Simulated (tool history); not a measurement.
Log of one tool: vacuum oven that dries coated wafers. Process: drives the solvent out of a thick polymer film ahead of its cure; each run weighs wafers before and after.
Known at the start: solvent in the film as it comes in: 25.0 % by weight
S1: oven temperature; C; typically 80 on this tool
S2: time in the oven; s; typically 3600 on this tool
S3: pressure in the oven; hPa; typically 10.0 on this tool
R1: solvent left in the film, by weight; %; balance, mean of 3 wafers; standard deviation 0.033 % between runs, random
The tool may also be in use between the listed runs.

| run | hour | S1 | S2 | S3 | R1 |
|---|---|---|---|---|---|
| 1 | 0.0 | 80 | 3600 | 10.0 | 2.09 |
| 2 | 7.9 | 93 | 3600 | 10.0 | 0.48 |
| 3 | 19.1 | 93 | 3600 | 22.4 | 0.98 |
| 4 | 26.8 | 93 | 3600 | 22.4 | 0.96 |
| 5 | 33.7 | 93 | 3600 | 22.4 | 0.94 |
| 6 | 46.9 | 80 | 3600 | 10.0 | 2.14 |
| 7 | 60.8 | 80 | 3600 | 10.0 | 2.71 |
| 8 | 69.3 | 80 | 3600 | 28.0 | 3.92 |
| 9 | 80.5 | 80 | 3600 | 28.0 | 3.90 |
| 10 | 91.6 | 72 | 3600 | 11.9 | 5.89 |
| 11 | 102.1 | 80 | 4080 | 9.6 | 2.23 |
| 12 | 114.0 | 80 | 4080 | 9.6 | 2.22 |
| 13 | 127.5 | 80 | 2520 | 9.6 | 4.69 |
| 14 | 134.6 | 80 | 2520 | 9.6 | 4.69 |
| 15 | 143.3 | 80 | 2760 | 10.0 | 4.20 |
| 16 | 150.9 | 80 | 2760 | 10.0 | 4.14 |
| 17 | 164.6 | 80 | 2760 | 10.0 | 4.15 |

Missing from the log above: 1 entry noted between runs. For each, name the pair of listed runs it sits between and say how the tool's hidden condition differs from the listed run just before to the listed run just after:
In the gap between runs 6 and 7: oven's thermocouples calibrated (hour 50.2)
  true wafer temperature over the reading, C: 2.45 -> -0.01; true pressure over the reading, kPa: 0.035 -> 0.037
  measured minus no-state result, R1: -0.64 -> +0.02 %
